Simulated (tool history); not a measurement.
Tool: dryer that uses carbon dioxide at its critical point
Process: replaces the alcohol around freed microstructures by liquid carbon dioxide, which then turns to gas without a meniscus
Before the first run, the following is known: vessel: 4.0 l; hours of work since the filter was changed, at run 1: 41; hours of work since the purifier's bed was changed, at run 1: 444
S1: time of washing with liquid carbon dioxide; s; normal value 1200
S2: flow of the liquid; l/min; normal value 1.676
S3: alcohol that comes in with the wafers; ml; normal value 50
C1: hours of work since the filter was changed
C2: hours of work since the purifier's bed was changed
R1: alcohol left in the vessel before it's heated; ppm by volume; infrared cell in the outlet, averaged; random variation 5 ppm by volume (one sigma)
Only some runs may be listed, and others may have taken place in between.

run,hour,S1,S2,S3,C1,C2,R1
1,0.0,1200,1.676,50,41,444,107
2,24.9,1200,1.676,50,55,458,112
3,57.7,1800,1.676,50,74,477,105
4,82.1,1800,1.676,50,88,491,112
5,99.8,1080,1.676,50,98,501,136
6,123.0,1080,1.676,50,111,514,135
7,143.4,1080,1.676,50,122,525,139
8,160.0,1200,1.610,50,132,535,141
9,186.2,1200,1.676,50,147,549,138
10,210.0,1200,1.676,44,160,563,142
11,230.4,1200,1.676,44,172,574,131
12,249.4,1200,1.676,44,182,585,131
13,275.7,1080,1.070,49,197,600,408
14,299.6,960,1.030,26,211,614,372
15,325.6,960,1.030,26,225,628,394
16,340.9,1620,1.370,26,234,637,148
17,367.0,1620,1.370,39,249,652,149
# hour 401.2: purifier's bed changed
18,401.2,960,1.190,35,267,0,204
19,426.3,960,1.190,35,281,14,211
20,451.9,960,1.190,35,295,29,222
21,473.6,1260,1.676,27,308,41,18
22,494.9,1020,1.676,90,320,53,108

Branching from run 22: 3 alternative next runs. What would each branch give?
A,529.8,1020,1.676,35,339,73,?
B,529.8,1080,1.040,90,339,73,?
C,529.8,1020,2.460,38,339,73,?

run,R1
A,45
B,635
C,22
Take away the tool's hidden state, keep each run's random variation, and the runs would have read:
run,R1
A,17
B,459
C,5

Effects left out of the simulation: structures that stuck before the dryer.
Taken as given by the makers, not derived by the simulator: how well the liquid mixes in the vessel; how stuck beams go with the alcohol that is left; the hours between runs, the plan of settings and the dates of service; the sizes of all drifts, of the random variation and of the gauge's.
